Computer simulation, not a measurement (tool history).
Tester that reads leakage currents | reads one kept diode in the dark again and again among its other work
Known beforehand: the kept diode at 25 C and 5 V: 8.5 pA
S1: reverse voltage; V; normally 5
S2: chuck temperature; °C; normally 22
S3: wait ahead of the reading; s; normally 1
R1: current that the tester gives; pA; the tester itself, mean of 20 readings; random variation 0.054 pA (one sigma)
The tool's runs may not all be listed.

run	hour	S1	S2	S3	R1
1	0	5	22	1	7.05
2	151.7	5	22	0.56	7.64
3	270.3	5	22	0.56	7.59
4	415.8	5	22	1	7.26
5	651.1	5	22	1	7.19
6	914.3	5	22	1	7.2
7	1035.2	5	22	1	7.11
8	1154.7	5	22	2.18	6.85
9	1421.5	5	22	2.18	6.82
10	1635.1	5	22	2.18	6.8
11	1764.3	5	33	2.18	17.59
12	2012.5	5	33	2.18	17.6
13	2279.9	5	22	1	7.16
14	2461.3	5	22	1	7.21
15	2686.7	5	22	1	7.14
16	2969.9	5	22	1	7.21
17	3115.4	5	22	1	7.13
18	3268.2	5	22	1	7.15
19	3406.9	4.68	40	1.13	30.47
20	3700.3	5	37	0.51	25.3
21	3902.2	1.85	25	9.16	5.23
22	4178.7	1.85	25	9.16	5.29
23	4356.6	1.85	25	9.16	5.35
24	4540.1	5.56	50	0.62	72.85
25	4699.7	17.87	40	0.69	60.59
26	4984.2	17.87	40	0.69	60.84
27	5172.3	1.85	43	3.14	24.42
28	5324.9	1.85	43	2.31	24.44
29	5570.3	2.48	20	2.57	3.97
30	5737.7	2.03	48	4.02	37.9
31	5863.3	2.03	48	4.02	37.86
32	6005.3	2.03	48	4.02	37.98
33	6273.6	2.03	48	4.02	37.71
34	6486	5	22	1	7.12
35	6654	5	22	1	7.17

Removed from this log: 3 entries logged between the listed runs. Between which two listed runs does each belong, and how does the tool's hidden state at the listed run before it compare with that at the listed run after it?
Runs 13 to 14: chuck's temperature calibrated (hour 2461.3)
  no difference in the tool's unlogged condition between these two runs
Runs 15 to 16: probe card cleaned and baked (hour 2751)
  stray current of the dirty probe card, pA a volt: 0.021 -> 0.02
Runs 25 to 26: chuck's temperature calibrated (hour 4927.5)
  no difference in the tool's unlogged condition between these two runs
